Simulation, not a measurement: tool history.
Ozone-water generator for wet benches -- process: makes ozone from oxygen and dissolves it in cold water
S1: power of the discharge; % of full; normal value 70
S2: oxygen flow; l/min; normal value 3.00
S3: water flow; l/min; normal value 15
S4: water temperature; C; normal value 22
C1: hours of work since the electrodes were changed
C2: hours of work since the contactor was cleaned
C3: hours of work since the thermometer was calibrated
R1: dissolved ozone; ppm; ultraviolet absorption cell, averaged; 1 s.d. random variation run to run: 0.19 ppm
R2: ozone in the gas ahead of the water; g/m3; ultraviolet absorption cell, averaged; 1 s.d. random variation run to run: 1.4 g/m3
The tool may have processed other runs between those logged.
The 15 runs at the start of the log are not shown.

| run | hour | S1 | S2 | S3 | S4 | C1 | C2 | C3 | R1 | R2 |
|---|---|---|---|---|---|---|---|---|---|---|
| 16 | 689.5 | 70 | 3.00 | 13 | 22 | 2254 | 242 | 113 | 27.8 | 254.2 |
|  | 718.3 | water thermometer calibrated, once more |
| 17 | 741.8 | 70 | 3.00 | 15 | 22 | 2300 | 288 | 21 | 25.3 | 252.8 |
| 18 | 801.0 | 70 | 3.00 | 18 | 22 | 2353 | 341 | 74 | 22.0 | 252.5 |
| 19 | 838.1 | 89 | 3.00 | 15 | 21 | 2386 | 374 | 107 | 29.0 | 280.2 |
| 20 | 876.7 | 89 | 3.00 | 15 | 21 | 2420 | 408 | 141 | 28.5 | 281.8 |
| 21 | 939.3 | 70 | 3.00 | 15 | 18 | 2476 | 464 | 197 | 26.6 | 251.2 |
| 22 | 986.7 | 74 | 5.21 | 15 | 24 | 2518 | 506 | 239 | 27.1 | 213.1 |
| 23 | 1025.7 | 80 | 5.21 | 15 | 24 | 2553 | 541 | 274 | 28.6 | 219.7 |
| 24 | 1053.2 | 54 | 3.00 | 14 | 21 | 2578 | 566 | 298 | 23.5 | 223.1 |
| 25 | 1104.5 | 54 | 2.80 | 14 | 21 | 2623 | 611 | 344 | 23.5 | 225.5 |
| 26 | 1164.3 | 50 | 3.95 | 12 | 18 | 2677 | 665 | 397 | 27.7 | 191.8 |
| 27 | 1231.3 | 45 | 3.77 | 12 | 22 | 2736 | 724 | 457 | 24.6 | 186.3 |
| 28 | 1282.0 | 70 | 2.05 | 18 | 22 | 2781 | 770 | 502 | 19.5 | 285.2 |
| 29 | 1332.3 | 70 | 3.00 | 15 | 14 | 2826 | 814 | 547 | 27.6 | 248.4 |
| 30 | 1368.4 | 70 | 3.59 | 15 | 22 | 2858 | 847 | 579 | 25.8 | 235.2 |
| 31 | 1429.2 | 79 | 4.41 | 10 | 22 | 2913 | 901 | 633 | 35.8 | 229.8 |
| 32 | 1463.0 | 70 | 3.00 | 9 | 28 | 2943 | 931 | 664 | 31.1 | 249.6 |
| 33 | 1521.5 | 69 | 3.00 | 19 | 21 | 2995 | 983 | 716 | 20.8 | 245.2 |
| 34 | 1557.4 | 44 | 3.29 | 14 | 17 | 3027 | 1015 | 748 | 22.9 | 192.2 |

Consider 3 possible next runs. They are alternatives, not a sequence: every one starts from the tool as it was left by run 34. What does each give?
| A | 1622.8 | 81 | 3.00 | 15 | 27 | 3085 | 1073 | 806 | ? | ? |
| B | 1622.8 | 46 | 3.29 | 13 | 30 | 3085 | 1073 | 806 | ? | ? |
| C | 1622.8 | 45 | 3.29 | 17 | 17 | 3085 | 1073 | 806 | ? | ? |

| run | R1 | R2 |
|---|---|---|
| A | 24.8 | 264.8 |
| B | 20.1 | 196.4 |
| C | 19.8 | 192.3 |
The same runs, with their run-to-run variation unchanged, on a tool lacking any hidden condition would have given:
| run | R1 | R2 |
|---|---|---|
| A | 26.9 | 285.1 |
| B | 21.4 | 207.4 |
| C | 21.1 | 203.0 |
